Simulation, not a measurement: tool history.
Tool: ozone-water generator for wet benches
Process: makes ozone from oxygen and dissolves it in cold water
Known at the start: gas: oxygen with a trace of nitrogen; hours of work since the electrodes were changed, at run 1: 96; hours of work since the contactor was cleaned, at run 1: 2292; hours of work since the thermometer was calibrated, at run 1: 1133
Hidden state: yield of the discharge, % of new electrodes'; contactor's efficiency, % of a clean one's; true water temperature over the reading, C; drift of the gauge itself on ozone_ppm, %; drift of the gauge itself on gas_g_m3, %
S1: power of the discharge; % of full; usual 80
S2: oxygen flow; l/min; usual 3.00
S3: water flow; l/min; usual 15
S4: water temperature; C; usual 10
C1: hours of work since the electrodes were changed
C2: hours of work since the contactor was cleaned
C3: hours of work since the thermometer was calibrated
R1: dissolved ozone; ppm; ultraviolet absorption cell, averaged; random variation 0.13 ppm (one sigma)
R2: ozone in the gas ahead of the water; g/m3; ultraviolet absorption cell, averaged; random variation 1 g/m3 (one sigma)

run,hour,S1,S2,S3,S4,C1,C2,C3,R1,R2
1,0.0,80,3.00,15,10,96,2292,1133,12.7,175.6
2,47.1,80,3.00,15,10,139,2335,1176,12.8,176.2
3,92.0,80,3.00,15,10,180,2376,1217,12.6,174.6
4,131.8,80,3.00,15,10,216,2412,1253,12.5,173.7
5,173.9,80,4.56,15,10,254,2450,1291,13.9,148.6
6,219.9,80,3.00,15,10,296,2492,1333,12.2,172.7
7,248.4,80,3.00,15,10,322,2518,1359,12.6,172.1
8,277.5,80,3.48,15,10,349,2545,1386,12.7,165.2
9,314.0,80,3.48,15,10,382,2578,1419,13.1,165.0
10,340.9,80,3.48,15,10,407,2603,1444,12.8,164.4
11,363.8,80,3.00,12,10,428,2623,1464,15.1,173.0
12,389.6,80,3.00,24,6,451,2647,1488,7.9,174.8
13,429.7,80,3.00,24,6,488,2684,1525,7.9,171.9
14,452.1,80,3.00,24,6,508,2704,1545,8.0,170.9
15,488.5,80,2.40,15,7,541,2737,1578,11.8,189.6
16,532.5,61,2.09,11,10,581,2777,1618,11.7,154.1
17,563.9,61,2.09,10,10,610,2806,1647,12.6,153.3
18,608.7,65,2.52,15,10,651,2847,1688,9.5,151.9

Forecast each of these 4 alternatives for the next run:
A,656.9,65,2.52,15,13,695,2891,1732,?,?
B,656.9,80,2.78,15,7,695,2891,1732,?,?
C,656.9,80,4.88,15,17,695,2891,1732,?,?
D,656.9,81,2.52,23,10,695,2891,1732,?,?

run,R1,R2
A,9.1,152.3
B,12.3,176.0
C,12.2,142.0
D,7.5,183.9
Without the tool's hidden state the same runs would have given:
run,R1,R2
A,10.4,156.0
B,14.1,181.2
C,14.1,146.1
D,8.7,189.3
